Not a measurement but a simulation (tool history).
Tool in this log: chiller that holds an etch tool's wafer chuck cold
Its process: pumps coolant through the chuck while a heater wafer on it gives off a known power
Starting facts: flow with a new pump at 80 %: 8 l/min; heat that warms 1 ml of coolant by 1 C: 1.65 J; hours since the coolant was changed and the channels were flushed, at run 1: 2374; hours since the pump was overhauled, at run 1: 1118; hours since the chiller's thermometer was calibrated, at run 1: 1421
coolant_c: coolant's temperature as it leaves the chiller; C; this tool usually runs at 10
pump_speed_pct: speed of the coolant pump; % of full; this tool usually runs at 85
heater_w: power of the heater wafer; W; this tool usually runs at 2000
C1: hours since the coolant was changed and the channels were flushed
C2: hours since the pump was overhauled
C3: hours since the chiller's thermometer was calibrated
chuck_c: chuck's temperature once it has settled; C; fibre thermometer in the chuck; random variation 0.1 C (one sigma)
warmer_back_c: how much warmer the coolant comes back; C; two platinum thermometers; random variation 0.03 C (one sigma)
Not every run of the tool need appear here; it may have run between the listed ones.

{"run": 1, "hour": 0.0, "coolant_c": 10, "pump_speed_pct": 85, "heater_w": 2000, "C1": 2374, "C2": 1118, "C3": 1421, "chuck_c": 34.1, "warmer_back_c": 8.49}
{"run": 2, "hour": 22.2, "coolant_c": 10, "pump_speed_pct": 85, "heater_w": 2000, "C1": 2396, "C2": 1141, "C3": 1443, "chuck_c": 34.2, "warmer_back_c": 8.57}
{"run": 3, "hour": 50.2, "coolant_c": 10, "pump_speed_pct": 85, "heater_w": 2000, "C1": 2424, "C2": 1169, "C3": 1471, "chuck_c": 34.1, "warmer_back_c": 8.53}
{"run": 4, "hour": 79.1, "coolant_c": 10, "pump_speed_pct": 85, "heater_w": 2000, "C1": 2453, "C2": 1197, "C3": 1500, "chuck_c": 34.1, "warmer_back_c": 8.55}
{"run": 5, "hour": 111.5, "coolant_c": 10, "pump_speed_pct": 66, "heater_w": 2000, "C1": 2485, "C2": 1230, "C3": 1533, "chuck_c": 39.5, "warmer_back_c": 11.34}
{"run": 6, "hour": 133.7, "coolant_c": 10, "pump_speed_pct": 66, "heater_w": 2000, "C1": 2507, "C2": 1252, "C3": 1555, "chuck_c": 39.4, "warmer_back_c": 11.32}
{"run": 7, "hour": 166.4, "coolant_c": 10, "pump_speed_pct": 66, "heater_w": 2000, "C1": 2540, "C2": 1285, "C3": 1588, "chuck_c": 39.3, "warmer_back_c": 11.35}
{"run": 8, "hour": 191.7, "coolant_c": 10, "pump_speed_pct": 85, "heater_w": 2000, "C1": 2565, "C2": 1310, "C3": 1613, "chuck_c": 34.2, "warmer_back_c": 8.59}
{"run": 9, "hour": 212.7, "coolant_c": 10, "pump_speed_pct": 69, "heater_w": 2000, "C1": 2586, "C2": 1331, "C3": 1634, "chuck_c": 38.3, "warmer_back_c": 10.84}
{"run": 10, "hour": 244.0, "coolant_c": 5, "pump_speed_pct": 87, "heater_w": 1437, "C1": 2618, "C2": 1362, "C3": 1665, "chuck_c": 21.9, "warmer_back_c": 6.05}
{"run": 11, "hour": 273.4, "coolant_c": 5, "pump_speed_pct": 87, "heater_w": 1437, "C1": 2647, "C2": 1392, "C3": 1695, "chuck_c": 22.1, "warmer_back_c": 6.04}
{"run": 12, "hour": 307.4, "coolant_c": 5, "pump_speed_pct": 86, "heater_w": 1010, "C1": 2681, "C2": 1426, "C3": 1729, "chuck_c": 17.1, "warmer_back_c": 4.34}
{"run": 13, "hour": 330.2, "coolant_c": 5, "pump_speed_pct": 86, "heater_w": 1010, "C1": 2704, "C2": 1449, "C3": 1751, "chuck_c": 17.1, "warmer_back_c": 4.32}
{"run": 14, "hour": 348.7, "coolant_c": 16, "pump_speed_pct": 96, "heater_w": 1245, "C1": 2722, "C2": 1467, "C3": 1770, "chuck_c": 29.7, "warmer_back_c": 4.74}
{"run": 15, "hour": 378.5, "coolant_c": 16, "pump_speed_pct": 96, "heater_w": 1245, "C1": 2752, "C2": 1497, "C3": 1800, "chuck_c": 29.7, "warmer_back_c": 4.79}
{"run": 16, "hour": 415.4, "coolant_c": 16, "pump_speed_pct": 96, "heater_w": 1245, "C1": 2789, "C2": 1534, "C3": 1837, "chuck_c": 29.8, "warmer_back_c": 4.78}
{"run": 17, "hour": 444.5, "coolant_c": 6, "pump_speed_pct": 79, "heater_w": 1453, "C1": 2818, "C2": 1563, "C3": 1866, "chuck_c": 24.5, "warmer_back_c": 6.92}
{"run": 18, "hour": 478.6, "coolant_c": 12, "pump_speed_pct": 94, "heater_w": 2057, "C1": 2852, "C2": 1597, "C3": 1900, "chuck_c": 34.9, "warmer_back_c": 8.01}

Below, each run's measurement less what the same run would have read without the hidden state. Both values contain the same run-to-run variation, but the gauge's scatter may not be the same in both:
The hidden state here: heat passed by the chuck's channels, % of clean ones'; flow at a given pump speed, % of a new pump's; coolant's true temperature over the reading, C; drift of the gauge itself on chuck_c, C; drift of the gauge itself on warmer_back_c, C.
run=1 warmer_back_c=+0.00
run=2 warmer_back_c=+0.01
run=3 warmer_back_c=+0.02
run=4 warmer_back_c=+0.04
run=5 warmer_back_c=+0.05
run=6 warmer_back_c=+0.06
run=7 warmer_back_c=+0.07
run=8 warmer_back_c=+0.08
run=9 warmer_back_c=+0.09
run=10 warmer_back_c=+0.10
run=11 warmer_back_c=+0.11
run=12 warmer_back_c=+0.13
run=13 warmer_back_c=+0.14
run=14 warmer_back_c=+0.14
run=15 warmer_back_c=+0.15
run=16 warmer_back_c=+0.17
run=17 warmer_back_c=+0.19
run=18 warmer_back_c=+0.20
For chuck_c, the value without the hidden state is never more than 0.1 C from the measured value.
